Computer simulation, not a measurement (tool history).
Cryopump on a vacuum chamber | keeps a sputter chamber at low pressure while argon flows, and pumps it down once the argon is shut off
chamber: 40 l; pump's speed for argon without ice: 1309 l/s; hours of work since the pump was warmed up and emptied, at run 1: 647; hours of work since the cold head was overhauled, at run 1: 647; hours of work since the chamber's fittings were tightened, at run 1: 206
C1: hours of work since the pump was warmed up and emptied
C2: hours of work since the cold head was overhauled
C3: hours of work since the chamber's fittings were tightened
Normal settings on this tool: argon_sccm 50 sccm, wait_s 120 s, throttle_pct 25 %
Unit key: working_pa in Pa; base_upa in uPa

Run 1, day 0.000: usual settings; C1 647; C2 647; C3 206. Result: working_pa 0.2716 Pa, base_upa 0.72 uPa.
Run 2, day 2.896: usual settings; C1 684; C2 684; C3 243. Result: working_pa 0.2742 Pa, base_upa 0.73 uPa.
Run 3, day 6.583: usual settings; C1 732; C2 732; C3 291. Result: working_pa 0.2749 Pa, base_upa 0.79 uPa.
Run 4, day 8.488: usual settings; C1 756; C2 756; C3 316. Result: working_pa 0.2770 Pa, base_upa 0.81 uPa.
Run 5, day 12.617: usual settings; C1 810; C2 810; C3 369. Result: working_pa 0.2773 Pa, base_upa 0.84 uPa.
Run 6, day 15.838: usual settings; C1 852; C2 852; C3 411. Result: working_pa 0.2772 Pa, base_upa 0.84 uPa.
Run 7, day 19.483: usual settings; C1 899; C2 899; C3 458. Result: working_pa 0.2818 Pa, base_upa 0.85 uPa.
Run 8, day 23.504: usual settings but throttle_pct 45 %; C1 951; C2 951; C3 510. Result: working_pa 0.1687 Pa, base_upa 0.87 uPa.
At day 24.433: pump warmed up, emptied and cooled again.
Run 9, day 26.000: usual settings; C1 20; C2 980; C3 540. Result: working_pa 0.2609 Pa, base_upa 0.76 uPa.
Run 10, day 27.821: usual settings; C1 44; C2 1004; C3 563. Result: working_pa 0.2619 Pa, base_upa 0.72 uPa.
Run 11, day 30.988: usual settings; C1 85; C2 1045; C3 604. Result: working_pa 0.2599 Pa, base_upa 0.81 uPa.
Run 12, day 33.146: usual settings; C1 113; C2 1073; C3 632. Result: working_pa 0.2620 Pa, base_upa 0.79 uPa.
Run 13, day 37.354: usual settings; C1 167; C2 1127; C3 687. Result: working_pa 0.2651 Pa, base_upa 0.80 uPa.
Run 14, day 41.492: usual settings; C1 221; C2 1181; C3 740. Result: working_pa 0.2654 Pa, base_upa 0.85 uPa.
Run 15, day 44.046: usual settings but throttle_pct 59 %; C1 254; C2 1214; C3 773. Result: working_pa 0.1145 Pa, base_upa 0.88 uPa.
Run 16, day 47.408: usual settings but throttle_pct 54 %; C1 297; C2 1257; C3 817. Result: working_pa 0.1270 Pa, base_upa 0.87 uPa.
Run 17, day 50.054: usual settings but throttle_pct 54 %; C1 332; C2 1292; C3 851. Result: working_pa 0.1259 Pa, base_upa 0.89 uPa.
Run 18, day 54.038: usual settings but wait_s 176 s, throttle_pct 43 %; C1 383; C2 1343; C3 903. Result: working_pa 0.1588 Pa, base_upa 0.86 uPa.
Run 19, day 56.858: usual settings but argon_sccm 31 sccm, wait_s 110 s, throttle_pct 59 %; C1 420; C2 1380; C3 939. Result: working_pa 0.0743 Pa, base_upa 1.03 uPa.
Run 20, day 58.588: usual settings but argon_sccm 21 sccm, wait_s 100 s, throttle_pct 20 %; C1 442; C2 1402; C3 962. Result: working_pa 0.1400 Pa, base_upa 1.00 uPa.
Run 21, day 61.925: usual settings but wait_s 69 s, throttle_pct 15 %; C1 485; C2 1445; C3 1005. Result: working_pa 0.4407 Pa, base_upa 1.22 uPa.
Run 22, day 65.546: usual settings but wait_s 69 s, throttle_pct 15 %; C1 532; C2 1492; C3 1052. Result: working_pa 0.4435 Pa, base_upa 1.26 uPa.
Run 23, day 67.583: usual settings but argon_sccm 33 sccm, wait_s 198 s, throttle_pct 49 %; C1 559; C2 1519; C3 1078. Result: working_pa 0.0967 Pa, base_upa 0.87 uPa.
Run 24, day 69.704: usual settings but argon_sccm 70 sccm, wait_s 88 s, throttle_pct 49 %; C1 586; C2 1546; C3 1105. Result: working_pa 0.2039 Pa, base_upa 1.17 uPa.
Run 25, day 71.525: usual settings but argon_sccm 42 sccm, wait_s 138 s, throttle_pct 27 %; C1 610; C2 1570; C3 1129. Result: working_pa 0.2121 Pa, base_upa 1.04 uPa.
Run 26, day 75.612: usual settings but argon_sccm 70 sccm, wait_s 21 s, throttle_pct 33 %; C1 662; C2 1623; C3 1182. Result: working_pa 0.2984 Pa, base_upa 2.54 uPa.
Run 27, day 79.079: usual settings but wait_s 180 s, throttle_pct 40 %; C1 707; C2 1667; C3 1227. Result: working_pa 0.1799 Pa, base_upa 1.06 uPa.
Run 28, day 83.112: usual settings but argon_sccm 61 sccm, wait_s 242 s, throttle_pct 20 %; C1 760; C2 1720; C3 1279. Result: working_pa 0.4179 Pa, base_upa 1.04 uPa.
Run 29, day 86.050: usual settings but wait_s 48 s; C1 798; C2 1758; C3 1317. Result: working_pa 0.2786 Pa, base_upa 1.67 uPa.
Run 30, day 88.962: usual settings but wait_s 23 s, throttle_pct 32 %; C1 835; C2 1795; C3 1355. Result: working_pa 0.2237 Pa, base_upa 2.58 uPa.
Run 31, day 92.838: usual settings but argon_sccm 64 sccm, wait_s 226 s, throttle_pct 38 %; C1 885; C2 1845; C3 1405. Result: working_pa 0.2480 Pa, base_upa 1.14 uPa.
Run 32, day 96.083: usual settings but argon_sccm 64 sccm, wait_s 226 s, throttle_pct 38 %; C1 927; C2 1887; C3 1447. Result: working_pa 0.2483 Pa, base_upa 1.16 uPa.
At day 98.775: pump warmed up, emptied and cooled again.
Run 33, day 99.708: usual settings but argon_sccm 24 sccm, wait_s 201 s, throttle_pct 24 %; C1 12; C2 1932; C3 1491. Result: working_pa 0.1310 Pa, base_upa 0.98 uPa.

Some steps in working_pa, run to run, broken into two amounts with sign: the step expected even without the hidden condition (settings, incoming material, random variation), and the rest, left for the hidden condition together with whatever gauge scatter is not in both the measured and the hidden-condition-free result:
Unlogged tool condition in this case: pump's speed, % of a pump's without ice; cold plate's temperature, K; leak into the chamber, uPa l/s; drift of the gauge itself on working_pa, %; drift of the gauge itself on base_upa, %.
Run 8 -> 9: throttle_pct 45 -> 25, pump warmed up, emptied and cooled again. working_pa +0.0922 Pa: hidden state -0.0236, all else +0.1158.
Run 20 -> 21: argon_sccm 21 -> 50, wait_s 100 -> 69, throttle_pct 20 -> 15. working_pa +0.3007 Pa: hidden state +0.0070, all else +0.2937.
Run 22 -> 23: argon_sccm 50 -> 33, wait_s 69 -> 198, throttle_pct 15 -> 49. working_pa -0.3468 Pa: hidden state -0.0037, all else -0.3431.
Run 23 -> 24: argon_sccm 33 -> 70, wait_s 198 -> 88. working_pa +0.1072 Pa: hidden state +0.0109, all else +0.0963.
Run 27 -> 28: argon_sccm 50 -> 61, wait_s 180 -> 242, throttle_pct 40 -> 20. working_pa +0.2380 Pa: hidden state +0.0058, all else +0.2322.
Run 32 -> 33: argon_sccm 64 -> 24, wait_s 226 -> 201, throttle_pct 38 -> 24, pump warmed up, emptied and cooled again. working_pa -0.1173 Pa: hidden state -0.0305, all else -0.0868.

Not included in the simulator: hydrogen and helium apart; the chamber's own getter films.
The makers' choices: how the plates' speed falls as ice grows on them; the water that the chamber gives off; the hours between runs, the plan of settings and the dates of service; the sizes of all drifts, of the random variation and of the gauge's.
